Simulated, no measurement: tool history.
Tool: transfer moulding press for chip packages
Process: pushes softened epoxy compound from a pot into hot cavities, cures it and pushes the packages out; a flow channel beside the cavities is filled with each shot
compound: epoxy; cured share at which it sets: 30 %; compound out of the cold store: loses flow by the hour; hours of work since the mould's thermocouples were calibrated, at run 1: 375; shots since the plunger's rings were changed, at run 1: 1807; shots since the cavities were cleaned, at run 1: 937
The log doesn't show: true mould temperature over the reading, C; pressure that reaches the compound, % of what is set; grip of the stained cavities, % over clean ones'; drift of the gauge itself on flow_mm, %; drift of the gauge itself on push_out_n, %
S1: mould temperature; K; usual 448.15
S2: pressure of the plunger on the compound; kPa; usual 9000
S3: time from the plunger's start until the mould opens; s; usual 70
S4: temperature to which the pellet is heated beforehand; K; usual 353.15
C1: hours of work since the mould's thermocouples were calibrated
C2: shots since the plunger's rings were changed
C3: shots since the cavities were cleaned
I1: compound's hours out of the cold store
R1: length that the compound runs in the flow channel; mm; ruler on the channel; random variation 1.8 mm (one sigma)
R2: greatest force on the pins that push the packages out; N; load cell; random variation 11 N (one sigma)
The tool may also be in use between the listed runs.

run	hour	S1	S2	S3	S4	C1	C2	C3	I1	R1	R2
1	0.0	448.15	9000	70	353.15	375	1807	937	33.7	778	874
2	21.1	448.15	9000	70	353.15	384	2011	1141	47.0	749	894
# hour 24.7: cavities cleaned with cleaning compound and waxed
3	62.3	448.15	9000	70	353.15	401	2394	363	22.0	797	790
# hour 95.9: plunger's sealing rings changed
4	99.3	452.15	9000	70	353.15	415	33	697	8.4	837	821
5	140.5	452.15	9000	70	353.15	433	431	1095	46.9	749	810
# hour 151.0: cavities cleaned with cleaning compound and waxed
6	169.8	448.15	9000	74	353.15	445	699	182	24.9	810	628
7	219.2	448.15	9000	74	346.15	466	1177	660	9.9	837	837
8	245.4	448.15	7770	74	346.15	477	1429	912	36.3	724	831
# hour 274.4: cavities cleaned with cleaning compound and waxed
9	278.6	448.15	7770	74	346.15	491	1735	39	27.9	735	512
10	311.7	448.15	9200	70	353.15	505	2055	359	35.6	780	751
11	343.1	448.15	9000	70	353.15	518	2359	663	22.9	792	834
12	376.2	451.15	9000	70	353.15	532	2679	983	46.2	731	829
# hour 381.2: plunger's sealing rings changed
# hour 402.1: cavities cleaned with cleaning compound and waxed
13	404.3	451.15	9000	70	353.15	543	209	22	22.0	808	461
14	450.3	447.15	8530	106	353.15	562	653	466	11.0	822	686
15	476.1	448.15	9310	60	345.15	573	903	716	14.3	846	1134
16	512.5	448.15	9310	60	345.15	589	1254	1067	35.2	794	1194
# hour 524.9: cavities cleaned with cleaning compound and waxed
# hour 538.7: mould's thermocouples calibrated
17	563.0	453.15	9000	70	359.15	10	1708	349	44.9	743	692
18	586.7	453.15	9820	70	359.15	20	1937	578	18.7	827	773
19	620.0	453.15	9820	70	359.15	35	2258	899	10.7	843	809
# hour 649.7: cavities cleaned with cleaning compound and waxed
20	651.8	453.15	9820	60	359.15	48	2551	20	17.9	825	532
# hour 669.1: plunger's sealing rings changed
21	682.5	449.15	9000	72	353.15	60	130	293	16.9	830	695
22	720.1	448.15	10420	70	353.15	76	493	656	26.7	868	875
23	766.5	448.15	10420	70	353.15	96	942	1105	30.0	855	927

Measured less the same run without the tool's hidden state. The same run-to-run variation is in both; the gauge's scatter may not be:
run	R1	R2
1	-22	+393
2	-24	+412
3	-30	+276
4	-6	+352
5	-9	+378
6	-13	+162
7	-20	+352
8	-20	+374
9	-23	+37
10	-28	+254
11	-33	+343
12	-33	+375
13	-6	+19
14	-12	+275
15	-15	+452
16	-18	+509
17	-18	+257
18	-22	+331
19	-27	+375
20	-30	+36
21	-3	+234
22	-8	+379
23	-12	+431
